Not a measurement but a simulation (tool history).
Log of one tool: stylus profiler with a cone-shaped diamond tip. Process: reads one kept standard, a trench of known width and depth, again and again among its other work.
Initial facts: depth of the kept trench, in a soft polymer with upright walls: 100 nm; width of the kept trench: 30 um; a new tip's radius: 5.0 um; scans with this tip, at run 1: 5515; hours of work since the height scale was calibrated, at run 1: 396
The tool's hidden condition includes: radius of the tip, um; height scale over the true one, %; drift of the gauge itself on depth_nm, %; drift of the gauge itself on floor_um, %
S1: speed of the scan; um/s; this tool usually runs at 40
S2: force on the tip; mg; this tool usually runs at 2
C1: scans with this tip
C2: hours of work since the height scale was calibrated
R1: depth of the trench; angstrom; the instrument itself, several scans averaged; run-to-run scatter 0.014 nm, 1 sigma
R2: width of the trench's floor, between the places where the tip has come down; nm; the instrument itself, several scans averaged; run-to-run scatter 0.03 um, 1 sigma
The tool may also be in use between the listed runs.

Run 1, hour 0: usual settings; C1 5515; C2 396. Result: R1 1005.9 angstrom, R2 27580 nm.
Run 2, hour 131: usual settings; C1 6966; C2 500. Result: R1 1006 angstrom, R2 27540 nm.
Run 3, hour 231.1: usual settings but S2 5.95 mg; C1 8075; C2 580. Result: R1 1012 angstrom, R2 27580 nm.
Run 4, hour 296.9: usual settings but S2 5.95 mg; C1 8804; C2 633. Result: R1 1012.1 angstrom, R2 27540 nm.
Run 5, hour 397.8: usual settings but S2 5.95 mg; C1 9922; C2 713. Result: R1 1012.5 angstrom, R2 27510 nm.
Run 6, hour 477.1: usual settings but S1 101 um/s; C1 10801; C2 776. Result: R1 1006.2 angstrom, R2 27060 nm.
Run 7, hour 564.5: usual settings but S2 5.65 mg; C1 11769; C2 845. Result: R1 1012.1 angstrom, R2 27520 nm.
Run 8, hour 690.7: usual settings but S2 5.65 mg; C1 13167; C2 946. Result: R1 1012.1 angstrom, R2 27450 nm.
Run 9, hour 802.3: usual settings but S2 5.65 mg; C1 14403; C2 1035. Result: R1 1012.3 angstrom, R2 27460 nm.
Run 10, hour 872.5: usual settings but S2 5.65 mg; C1 15181; C2 1091. Result: R1 1012.7 angstrom, R2 27360 nm.
Run 11, hour 999.6: usual settings but S2 3.49 mg; C1 16589; C2 1192. Result: R1 1009.5 angstrom, R2 27310 nm.
At hour 1094.3: new tip fitted, height scale calibrated.
Run 12, hour 1128.5: usual settings; C1 378; C2 27. Result: R1 1005.7 angstrom, R2 27820 nm.
Run 13, hour 1184.7: usual settings; C1 1001; C2 72. Result: R1 1005.9 angstrom, R2 27750 nm.
Run 14, hour 1241.8: usual settings but S1 54 um/s; C1 1634; C2 117. Result: R1 1005.9 angstrom, R2 27600 nm.
Run 15, hour 1306.7: usual settings; C1 2352; C2 169. Result: R1 1006 angstrom, R2 27680 nm.
Run 16, hour 1364.4: usual settings; C1 2992; C2 215. Result: R1 1005.9 angstrom, R2 27710 nm.
Run 17, hour 1470.6: usual settings but S2 0.69 mg; C1 4169; C2 300. Result: R1 1003.5 angstrom, R2 27460 nm.
Run 18, hour 1589.9: usual settings but S2 0.69 mg; C1 5490; C2 394. Result: R1 1003.5 angstrom, R2 27430 nm.
Run 19, hour 1650.6: usual settings but S1 46 um/s, S2 0.82 mg; C1 6162; C2 443. Result: R1 1003.9 angstrom, R2 27350 nm.
Run 20, hour 1734.3: usual settings but S1 17 um/s, S2 4.9 mg; C1 7089; C2 509. Result: R1 1010.9 angstrom, R2 27750 nm.
Run 21, hour 1840.5: usual settings but S1 17 um/s, S2 4.9 mg; C1 8267; C2 594. Result: R1 1011.4 angstrom, R2 27670 nm.
Run 22, hour 1942.8: usual settings but S1 13 um/s, S2 1.65 mg; C1 9400; C2 675. Result: R1 1006 angstrom, R2 27590 nm.
Run 23, hour 2030.7: usual settings but S1 13 um/s, S2 1.61 mg; C1 10373; C2 745. Result: R1 1005.8 angstrom, R2 27570 nm.
Run 24, hour 2106.9: usual settings but S1 68 um/s, S2 1.05 mg; C1 11218; C2 806. Result: R1 1004.9 angstrom, R2 27120 nm.
Run 25, hour 2232.7: usual settings but S1 86 um/s, S2 3.43 mg; C1 12611; C2 906. Result: R1 1009.2 angstrom, R2 27200 nm.
Run 26, hour 2344: usual settings but S1 86 um/s, S2 3.43 mg; C1 13845; C2 995. Result: R1 1009.7 angstrom, R2 27210 nm.
Run 27, hour 2442.6: usual settings but S1 86 um/s, S2 3.43 mg; C1 14936; C2 1073. Result: R1 1009.5 angstrom, R2 27190 nm.

Expected results for the next run?
Run 28, hour 2545.9: usual settings but S1 86 um/s, S2 3.43 mg; C1 16081; C2 1155. Result: R1 ?, R2 ?.

R1: 1009.8 angstrom
R2: 27150 nm
Had the tool carried no hidden state, the very same run would have given R1 1007.9 angstrom, R2 27650 nm.
